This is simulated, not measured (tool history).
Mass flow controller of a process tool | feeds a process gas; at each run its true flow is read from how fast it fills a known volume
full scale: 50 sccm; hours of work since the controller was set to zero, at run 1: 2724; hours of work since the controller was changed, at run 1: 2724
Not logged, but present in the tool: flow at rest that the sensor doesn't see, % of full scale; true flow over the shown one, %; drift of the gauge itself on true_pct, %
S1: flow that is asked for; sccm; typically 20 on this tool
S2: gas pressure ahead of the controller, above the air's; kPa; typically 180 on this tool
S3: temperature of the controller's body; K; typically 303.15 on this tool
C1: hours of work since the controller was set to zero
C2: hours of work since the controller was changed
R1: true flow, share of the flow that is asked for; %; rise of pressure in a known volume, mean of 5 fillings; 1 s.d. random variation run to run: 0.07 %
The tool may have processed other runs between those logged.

run    hour  S1   S2      S3    C1    C2      R1
  1     0.0  20  180  303.15  2724  2724   98.57
  2    78.3  20  154  303.15  2773  2773   98.29
  3   141.6  20  154  303.15  2813  2813   98.45
  4   252.8  20  154  303.15  2883  2883   98.39
  5   301.3  20  154  303.15  2914  2914   98.32
  6   361.9  20  154  303.15  2952  2952   98.43
  7   434.1  20  180  303.15  2998  2998   98.40
  8   528.3  20  180  303.15  3057  3057   98.37
  9   624.7  20  180  303.15  3118  3118   98.51
 10   707.6  20  180  303.15  3170  3170   98.34
 11   796.3  20  180  303.15  3226  3226   98.37
 12   845.6  20  180  303.15  3257  3257   98.52
 13   933.2  20  180  303.15  3312  3312   98.51
 14  1041.4  20  180  303.15  3381  3381   98.53
 15  1130.1  12  180  303.15  3437  3437   98.43
 16  1214.0  20  141  303.15  3489  3489   98.24
 17  1294.9  20  141  303.15  3541  3541   98.26
 18  1347.9  20  176  303.15  3574  3574   98.42
 19  1432.7  20  176  303.15  3627  3627   98.55
 20  1522.2  20  176  303.15  3684  3684   98.51
 21  1619.0  20  176  303.15  3745  3745   98.47
 22  1693.7  20  180  303.15  3792  3792   98.43
 23  1794.9  20  180  303.15  3856  3856   98.58
 24  1856.2  20  180  303.15  3895  3895   98.56
 25  1938.2  44  180  304.15  3946  3946   99.30
 26  2032.7  44  180  304.15  4006  4006   99.31
 27  2117.6  13  180  310.15  4059  4059   97.70
 28  2198.9  41  151  293.15  4111  4111   99.91
 29  2274.6  20  268  303.15  4158  4158   98.96
 30  2372.1  48  171  296.15  4220  4220   99.97
 31  2480.6  48  171  296.15  4288  4288   99.75
 32  2595.3   8  209  301.15  4361  4361   98.39
 33  2714.2  35  144  295.15  4436  4436   99.40
 34  2786.6  35  144  295.15  4481  4481   99.42
 35  2903.1  35  236  295.15  4555  4555  100.05
 36  2992.4  29  180  294.15  4611  4611   99.61
 37  3061.9  29  168  294.15  4655  4655   99.41
 38  3144.5  11  147  304.15  4707  4707   98.01
 39  3261.6  11  147  304.15  4781  4781   97.88
 40  3320.1  11  147  304.15  4818  4818   98.03
 41  3384.9  11  147  304.15  4859  4859   97.98
     3501.4  -- controller's zero set anew
 42  3503.3  19  161  313.15     1  4933   97.71
 43  3556.6   6  161  307.15    35  4967   97.58
 44  3674.4   8  154  294.15   109  5041   98.52

Across each entry between runs, compare the hidden state at the last listed run before it with the hidden state at the first listed run after it:
From run 41 to run 42: controller's zero set anew (hour 3501.4)
  flow at rest that the sensor doesn't see, % of full scale: 0.005 -> 0
